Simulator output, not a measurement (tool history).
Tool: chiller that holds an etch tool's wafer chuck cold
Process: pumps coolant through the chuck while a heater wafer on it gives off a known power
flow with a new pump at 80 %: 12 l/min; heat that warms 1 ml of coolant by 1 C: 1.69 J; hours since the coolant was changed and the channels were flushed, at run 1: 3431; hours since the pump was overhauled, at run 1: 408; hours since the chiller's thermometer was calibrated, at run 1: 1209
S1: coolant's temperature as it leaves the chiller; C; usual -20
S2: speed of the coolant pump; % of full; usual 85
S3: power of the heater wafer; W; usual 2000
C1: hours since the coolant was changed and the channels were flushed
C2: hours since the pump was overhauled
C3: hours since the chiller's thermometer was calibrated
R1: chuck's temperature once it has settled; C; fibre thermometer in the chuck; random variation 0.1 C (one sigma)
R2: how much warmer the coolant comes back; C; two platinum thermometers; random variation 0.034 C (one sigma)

run   hour   S1  S2    S3    C1   C2    C3     R1    R2
  1      0  -20  85  2000  3431  408  1209   -3.5  5.55
  2   20.6  -20  85  2000  3451  428  1230   -3.4  5.57
  3   46.5  -20  85  2000  3477  454  1256   -3.5  5.63
  4   60.9  -26  85  2000  3492  469  1270   -9.3  5.59
  5   89.5  -20  85  2000  3520  497  1299   -3.5  5.56
  6  112.7  -20  85  2000  3544  520  1322   -3.4  5.68
  7  126.3  -20  85  2000  3557  534  1336   -3.3  5.61
  8  154.2  -20  85  2000  3585  562  1363   -3.4   5.7
  9  182.6  -20  85  2000  3614  590  1392   -3.2  5.65
 10  199.5  -20  85  2000  3630  607  1409   -3.3  5.62
 11  228.9  -20  85  1229  3660  637  1438   -9.6  3.46
 12  257.1  -20  85  1229  3688  665  1466   -9.6  3.44
 13  275.8  -20  85  1229  3707  683  1485   -9.6  3.46
 14  293.9  -20  85  1229  3725  702  1503   -9.6  3.49
 15    315  -14  77  2176  3746  723  1524    5.4  6.81
 16  334.1  -29  69  2176  3765  742  1543   -8.4  7.71
 17  351.7  -28  79  2466  3783  759  1561   -6.4  7.55
 18  381.5  -28  62  1484  3812  789  1591  -12.8  5.97
 19  395.1  -20  74  2490  3826  803  1604    2.8  8.13
 20  421.2  -20  85  2512  3852  829  1630      1   7.1
 21  441.1  -20  85  2512  3872  849  1650    1.1  7.09
 22  459.3  -20  85  1806  3890  867  1668   -4.7  5.08

Forecast run 23:
 23  472.9  -20  85  1806  3904  881  1682   ?   ?

Run 23 gave R1 -4.7 C, R2 5.12 C.
Without the tool's hidden state the same run would have given R1 -6.6 C, R2 5.03 C.

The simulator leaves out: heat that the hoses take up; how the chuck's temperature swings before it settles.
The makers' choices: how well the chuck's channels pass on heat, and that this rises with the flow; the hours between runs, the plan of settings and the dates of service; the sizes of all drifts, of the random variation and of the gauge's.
